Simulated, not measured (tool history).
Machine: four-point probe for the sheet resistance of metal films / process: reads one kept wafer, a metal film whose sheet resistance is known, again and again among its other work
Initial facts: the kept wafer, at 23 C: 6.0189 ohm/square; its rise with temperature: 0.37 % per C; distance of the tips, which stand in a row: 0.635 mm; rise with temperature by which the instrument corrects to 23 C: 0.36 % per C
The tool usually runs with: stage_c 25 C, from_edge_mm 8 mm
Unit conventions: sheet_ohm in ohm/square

{"run": 1, "hour": 0.0, "stage_c": 25, "from_edge_mm": 8, "sheet_ohm": 6.002303}
{"run": 2, "hour": 27.2, "stage_c": 25, "from_edge_mm": 48, "sheet_ohm": 5.98144}
{"run": 3, "hour": 45.0, "stage_c": 25, "from_edge_mm": 8, "sheet_ohm": 6.004442}
{"run": 4, "hour": 58.4, "stage_c": 25, "from_edge_mm": 4, "sheet_ohm": 6.062745}
{"run": 5, "hour": 75.3, "stage_c": 25, "from_edge_mm": 11, "sheet_ohm": 5.990169}
{"run": 6, "hour": 102.0, "stage_c": 25, "from_edge_mm": 11, "sheet_ohm": 5.991762}
{"run": 7, "hour": 122.6, "stage_c": 25, "from_edge_mm": 11, "sheet_ohm": 5.990652}
{"run": 8, "hour": 143.7, "stage_c": 25, "from_edge_mm": 11, "sheet_ohm": 5.991331}
{"run": 9, "hour": 170.4, "stage_c": 25, "from_edge_mm": 8, "sheet_ohm": 5.998468}
{"run": 10, "hour": 197.3, "stage_c": 25, "from_edge_mm": 8, "sheet_ohm": 5.998627}
{"run": 11, "hour": 212.2, "stage_c": 19, "from_edge_mm": 8, "sheet_ohm": 5.99992}
{"run": 12, "hour": 231.5, "stage_c": 28, "from_edge_mm": 24, "sheet_ohm": 5.981204}
{"run": 13, "hour": 258.2, "stage_c": 26, "from_edge_mm": 13, "sheet_ohm": 5.988179}
{"run": 14, "hour": 275.4, "stage_c": 30, "from_edge_mm": 13, "sheet_ohm": 5.98786}
{"run": 15, "hour": 291.2, "stage_c": 25, "from_edge_mm": 23, "sheet_ohm": 5.981971}
{"run": 16, "hour": 309.8, "stage_c": 26, "from_edge_mm": 8, "sheet_ohm": 6.00062}
{"run": 17, "hour": 333.6, "stage_c": 28, "from_edge_mm": 47, "sheet_ohm": 5.978259}
{"run": 18, "hour": 355.0, "stage_c": 28, "from_edge_mm": 47, "sheet_ohm": 5.980463}

What if the next run were any one of these 5? Each begins from the tool's condition after run 18:
{"run": "A", "hour": 379.4, "stage_c": 24, "from_edge_mm": 7, "sheet_ohm": "?"}
{"run": "B", "hour": 379.4, "stage_c": 24, "from_edge_mm": 5, "sheet_ohm": "?"}
{"run": "C", "hour": 379.4, "stage_c": 28, "from_edge_mm": 55, "sheet_ohm": "?"}
{"run": "D", "hour": 379.4, "stage_c": 24, "from_edge_mm": 47, "sheet_ohm": "?"}
{"run": "E", "hour": 379.4, "stage_c": 28, "from_edge_mm": 9, "sheet_ohm": "?"}

run=A sheet_ohm=6.001704
run=B sheet_ohm=6.027411
run=C sheet_ohm=5.975780
run=D sheet_ohm=5.978602
run=E sheet_ohm=5.993449
Take away the tool's hidden state, keep each run's random variation, and the runs would have read:
run=A sheet_ohm=6.043344
run=B sheet_ohm=6.069216
run=C sheet_ohm=6.017198
run=D sheet_ohm=6.020093
run=E sheet_ohm=6.034981

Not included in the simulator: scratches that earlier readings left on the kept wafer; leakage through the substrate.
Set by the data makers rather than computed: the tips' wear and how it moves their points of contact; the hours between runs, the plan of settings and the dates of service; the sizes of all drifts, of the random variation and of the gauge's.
